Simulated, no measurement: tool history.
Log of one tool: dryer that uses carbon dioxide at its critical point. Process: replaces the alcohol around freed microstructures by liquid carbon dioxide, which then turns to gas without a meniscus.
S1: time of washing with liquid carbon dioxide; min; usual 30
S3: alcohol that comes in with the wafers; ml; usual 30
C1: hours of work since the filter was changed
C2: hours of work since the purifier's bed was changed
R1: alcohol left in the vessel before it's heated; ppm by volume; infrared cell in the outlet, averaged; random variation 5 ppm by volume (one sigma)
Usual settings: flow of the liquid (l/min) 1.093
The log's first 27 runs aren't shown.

run 28 hour=419.7 | S1=30 flow_of_the_liquid_(l/min)=1.150 S3=24 | C1=277 C2=451 | R1=217
run 29 hour=439.3 | S1=30 flow_of_the_liquid_(l/min)=1.150 S3=24 | C1=291 C2=465 | R1=227
run 30 hour=451.5 | S1=27 flow_of_the_liquid_(l/min)=0.820 S3=32 | C1=300 C2=474 | R1=272
run 31 hour=472.2 | S1=27 flow_of_the_liquid_(l/min)=0.820 S3=33 | C1=315 C2=489 | R1=275
run 32 hour=492.8 | S1=27 flow_of_the_liquid_(l/min)=0.820 S3=33 | C1=330 C2=504 | R1=292
run 33 hour=505.0 | S1=29 flow_of_the_liquid_(l/min)=1.810 S3=30 | C1=339 C2=513 | R1=254
run 34 hour=515.5 | S1=19 flow_of_the_liquid_(l/min)=1.490 S3=52 | C1=346 C2=520 | R1=276
run 35 hour=536.2 | S1=19 flow_of_the_liquid_(l/min)=1.490 S3=52 | C1=361 C2=535 | R1=266
run 36 hour=549.4 | S1=19 flow_of_the_liquid_(l/min)=1.490 S3=52 | C1=371 C2=545 | R1=283

Forecast each of these 3 alternatives for the next run:
run A hour=564.3 | S1=30 flow_of_the_liquid_(l/min)=0.940 S3=65 | C1=382 C2=556 | R1=?
run B hour=564.3 | S1=30 flow_of_the_liquid_(l/min)=1.093 S3=48 | C1=382 C2=556 | R1=?
run C hour=564.3 | S1=26 flow_of_the_liquid_(l/min)=1.093 S3=30 | C1=382 C2=556 | R1=?

run=A R1=287
run=B R1=270
run=C R1=279
Without the tool's hidden state the same runs would have given:
run=A R1=21
run=B R1=7
run=C R1=11
